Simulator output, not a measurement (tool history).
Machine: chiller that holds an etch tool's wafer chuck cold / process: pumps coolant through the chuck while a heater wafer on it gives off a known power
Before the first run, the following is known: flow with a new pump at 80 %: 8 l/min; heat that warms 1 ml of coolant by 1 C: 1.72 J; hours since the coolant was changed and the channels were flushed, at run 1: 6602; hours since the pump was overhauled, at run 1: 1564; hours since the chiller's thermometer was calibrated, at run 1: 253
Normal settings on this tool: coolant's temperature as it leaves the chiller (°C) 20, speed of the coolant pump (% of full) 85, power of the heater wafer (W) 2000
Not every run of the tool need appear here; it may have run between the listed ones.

run	day	coolant's temperature as it leaves the chiller (°C)	speed of the coolant pump (% of full)	power of the heater wafer (W)	hours since the coolant was changed and the channels were flushed	hours since the pump was overhauled	hours since the chiller's thermometer was calibrated	chuck's temperature once it has settled (°C)	how much warmer the coolant comes back (C)
1	0	20	85	2000	6602	1564	253	37.7	8.18
2	2.104	20	76	2000	6652	1615	304	39.4	9.33
3	4.229	20	76	2000	6703	1666	355	39.8	9.33
4	5.921	20	76	2000	6744	1707	395	39.5	9.39
5	7.096	20	76	2000	6772	1735	423	39.6	9.34
6	8.6	20	85	2000	6808	1771	460	37.8	8.27
7	10.771	20	85	1652	6860	1823	512	34.6	6.75
8	12.283	20	85	1652	6896	1859	548	34.6	6.82
9	13.425	12	85	2000	6924	1887	575	29.8	8.23
10	15.104	20	79	2000	6964	1927	616	39	8.9
11	16.979	20	79	2000	7009	1972	661	39	8.92
12	18.417	20	85	2000	7044	2007	695	37.8	8.24
13	19.962	20	85	2000	7081	2044	732	37.8	8.2
14	21.404	20	85	2000	7115	2078	767	37.8	8.21
15	22.992	20	85	2000	7153	2116	805	37.7	8.32
16	24.554	20	65	2000	7191	2154	842	42.7	11.15
17	26.212	12	86	2000	7231	2194	882	29.8	8.19
18	28.254	12	86	2000	7280	2243	931	29.6	8.17
19	29.629	28	66	1369	7313	2276	964	43.1	7.5
20	30.979	21	77	2002	7345	2308	997	40.7	9.27
21	32.917	16	65	2466	7392	2354	1043	44.1	13.75
22	33.842	23	85	2000	7414	2377	1065	40.9	8.26
23	35.571	23	85	2000	7455	2418	1107	40.9	8.27
24	37.004	23	85	2000	7490	2453	1141	40.8	8.32
25	39.1	20	82	1199	7540	2503	1192	31.1	5.12
26	40.15	24	64	2825	7565	2528	1217	57	15.95
27	42.112	16	67	1171	7612	2575	1264	29.2	6.35
28	43.6	16	67	1171	7648	2611	1299	29.1	6.34
29	45.708	16	67	1171	7699	2661	1350	29.1	6.3
30	47.662	19	88	1171	7746	2708	1397	29.3	4.65
31	48.817	28	85	1130	7773	2736	1425	38.3	4.69
32	50.742	15	85	1717	7819	2782	1471	30.5	7.17

Below are 3 alternative next runs, each starting from the tool's condition after run 32. Predict each:
A	52.875	20	85	1398	7871	2834	1522	?	?
B	52.875	22	61	2542	7871	2834	1522	?	?
C	52.875	20	85	1133	7871	2834	1522	?	?

run	chuck's temperature once it has settled (°C)	how much warmer the coolant comes back (C)
A	32.5	5.74
B	52.9	15.28
C	30.2	4.66
With the hidden condition removed and each run's random variation left untouched, the same runs would have given:
run	chuck's temperature once it has settled (°C)	how much warmer the coolant comes back (C)
A	31.4	5.62
B	50.2	14.97
C	29.3	4.57
